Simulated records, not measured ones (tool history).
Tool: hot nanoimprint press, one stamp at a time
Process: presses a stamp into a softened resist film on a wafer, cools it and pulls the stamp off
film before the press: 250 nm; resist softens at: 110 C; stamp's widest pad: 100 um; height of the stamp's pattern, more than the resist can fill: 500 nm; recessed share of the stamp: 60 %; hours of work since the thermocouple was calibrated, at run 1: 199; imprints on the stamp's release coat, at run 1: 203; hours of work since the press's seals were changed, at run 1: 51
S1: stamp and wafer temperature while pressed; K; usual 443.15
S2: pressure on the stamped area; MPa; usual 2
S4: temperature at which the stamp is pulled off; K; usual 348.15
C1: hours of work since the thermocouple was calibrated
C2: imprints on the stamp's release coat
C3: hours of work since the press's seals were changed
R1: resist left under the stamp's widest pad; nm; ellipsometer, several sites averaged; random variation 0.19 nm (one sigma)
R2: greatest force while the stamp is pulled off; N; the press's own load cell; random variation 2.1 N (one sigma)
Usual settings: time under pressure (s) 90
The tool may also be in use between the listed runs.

{"run": 1, "hour": 0.0, "S1": 443.15, "S2": 2, "time under pressure (s)": 90, "S4": 348.15, "C1": 199, "C2": 203, "C3": 51, "R1": 146.5, "R2": 102}
{"run": 2, "hour": 59.0, "S1": 443.15, "S2": 2, "time under pressure (s)": 170, "S4": 348.15, "C1": 236, "C2": 348, "C3": 88, "R1": 116.8, "R2": 99}
{"run": 3, "hour": 99.8, "S1": 443.15, "S2": 2, "time under pressure (s)": 90, "S4": 348.15, "C1": 261, "C2": 449, "C3": 114, "R1": 146.2, "R2": 109}
{"run": 4, "hour": 178.4, "S1": 443.15, "S2": 2, "time under pressure (s)": 90, "S4": 348.15, "C1": 310, "C2": 643, "C3": 163, "R1": 145.7, "R2": 118}
{"hour": 194.0, "done": "plate thermocouple calibrated"}
{"run": 5, "hour": 227.6, "S1": 443.15, "S2": 2, "time under pressure (s)": 90, "S4": 348.15, "C1": 21, "C2": 757, "C3": 192, "R1": 146.5, "R2": 115}
{"run": 6, "hour": 306.2, "S1": 443.15, "S2": 2, "time under pressure (s)": 90, "S4": 348.15, "C1": 70, "C2": 951, "C3": 241, "R1": 146.5, "R2": 123}
{"run": 7, "hour": 358.8, "S1": 443.15, "S2": 2, "time under pressure (s)": 90, "S4": 348.15, "C1": 103, "C2": 1081, "C3": 274, "R1": 146.1, "R2": 128}
{"run": 8, "hour": 400.9, "S1": 443.15, "S2": 2, "time under pressure (s)": 90, "S4": 348.15, "C1": 129, "C2": 1185, "C3": 300, "R1": 146.1, "R2": 131}
{"run": 9, "hour": 457.5, "S1": 443.15, "S2": 2, "time under pressure (s)": 90, "S4": 348.15, "C1": 165, "C2": 1324, "C3": 335, "R1": 145.7, "R2": 134}

Run 10 comes next. What will it give?
{"run": 10, "hour": 528.5, "S1": 443.15, "S2": 2, "time under pressure (s)": 73, "S4": 344.15, "C1": 209, "C2": 1499, "C3": 380, "R1": "?", "R2": "?"}

Run 10 gave R1 155.2 nm, R2 151 N.
Without the tool's hidden state the same run would have given R1 157.5 nm, R2 100 N.

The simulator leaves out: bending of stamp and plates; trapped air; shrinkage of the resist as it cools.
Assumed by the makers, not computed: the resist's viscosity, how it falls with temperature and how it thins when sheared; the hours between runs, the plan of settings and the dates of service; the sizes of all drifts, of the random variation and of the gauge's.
